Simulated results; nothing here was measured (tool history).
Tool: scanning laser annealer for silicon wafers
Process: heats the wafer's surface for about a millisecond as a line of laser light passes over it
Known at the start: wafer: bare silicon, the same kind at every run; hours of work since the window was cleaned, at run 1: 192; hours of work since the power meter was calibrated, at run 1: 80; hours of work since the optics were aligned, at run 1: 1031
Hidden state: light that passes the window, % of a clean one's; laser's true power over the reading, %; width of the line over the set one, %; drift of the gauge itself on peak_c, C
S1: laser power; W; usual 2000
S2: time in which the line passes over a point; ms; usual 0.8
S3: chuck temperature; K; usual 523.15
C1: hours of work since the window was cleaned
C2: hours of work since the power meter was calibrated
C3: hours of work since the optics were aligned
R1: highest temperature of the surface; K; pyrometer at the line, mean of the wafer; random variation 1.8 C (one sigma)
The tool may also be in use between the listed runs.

{"run": 1, "hour": 0.0, "S1": 2000, "S2": 0.8, "S3": 523.15, "C1": 192, "C2": 80, "C3": 1031, "R1": 1235.15}
{"run": 2, "hour": 9.8, "S1": 2000, "S2": 0.8, "S3": 523.15, "C1": 197, "C2": 85, "C3": 1036, "R1": 1231.15}
{"run": 3, "hour": 22.4, "S1": 2000, "S2": 0.8, "S3": 523.15, "C1": 204, "C2": 92, "C3": 1043, "R1": 1231.15}
{"run": 4, "hour": 35.6, "S1": 2000, "S2": 0.641, "S3": 523.15, "C1": 212, "C2": 100, "C3": 1051, "R1": 1149.15}
{"run": 5, "hour": 44.4, "S1": 1986, "S2": 0.8, "S3": 523.15, "C1": 217, "C2": 104, "C3": 1056, "R1": 1227.15}
{"run": 6, "hour": 58.7, "S1": 2000, "S2": 0.8, "S3": 523.15, "C1": 225, "C2": 112, "C3": 1064, "R1": 1233.15}
{"run": 7, "hour": 75.3, "S1": 2076, "S2": 0.8, "S3": 523.15, "C1": 234, "C2": 122, "C3": 1073, "R1": 1261.15}
{"run": 8, "hour": 95.9, "S1": 1920, "S2": 0.8, "S3": 523.15, "C1": 245, "C2": 133, "C3": 1084, "R1": 1205.15}
{"run": 9, "hour": 115.2, "S1": 1920, "S2": 0.8, "S3": 523.15, "C1": 256, "C2": 144, "C3": 1095, "R1": 1204.15}
{"run": 10, "hour": 131.7, "S1": 1920, "S2": 0.8, "S3": 523.15, "C1": 265, "C2": 153, "C3": 1104, "R1": 1204.15}
{"run": 11, "hour": 141.6, "S1": 1797, "S2": 0.8, "S3": 523.15, "C1": 271, "C2": 158, "C3": 1110, "R1": 1163.15}
{"run": 12, "hour": 162.3, "S1": 2000, "S2": 0.8, "S3": 523.15, "C1": 282, "C2": 170, "C3": 1121, "R1": 1230.15}
{"run": 13, "hour": 180.1, "S1": 2000, "S2": 0.8, "S3": 523.15, "C1": 292, "C2": 180, "C3": 1131, "R1": 1234.15}
{"run": 14, "hour": 196.0, "S1": 2000, "S2": 0.8, "S3": 523.15, "C1": 301, "C2": 189, "C3": 1140, "R1": 1232.15}

Run 15 comes next. What will it give?
{"run": 15, "hour": 216.9, "S1": 2000, "S2": 0.8, "S3": 523.15, "C1": 312, "C2": 200, "C3": 1152, "R1": "?"}

R1: 1233.15 K
Without the tool's hidden state the same run would have given R1 1243.15 K.

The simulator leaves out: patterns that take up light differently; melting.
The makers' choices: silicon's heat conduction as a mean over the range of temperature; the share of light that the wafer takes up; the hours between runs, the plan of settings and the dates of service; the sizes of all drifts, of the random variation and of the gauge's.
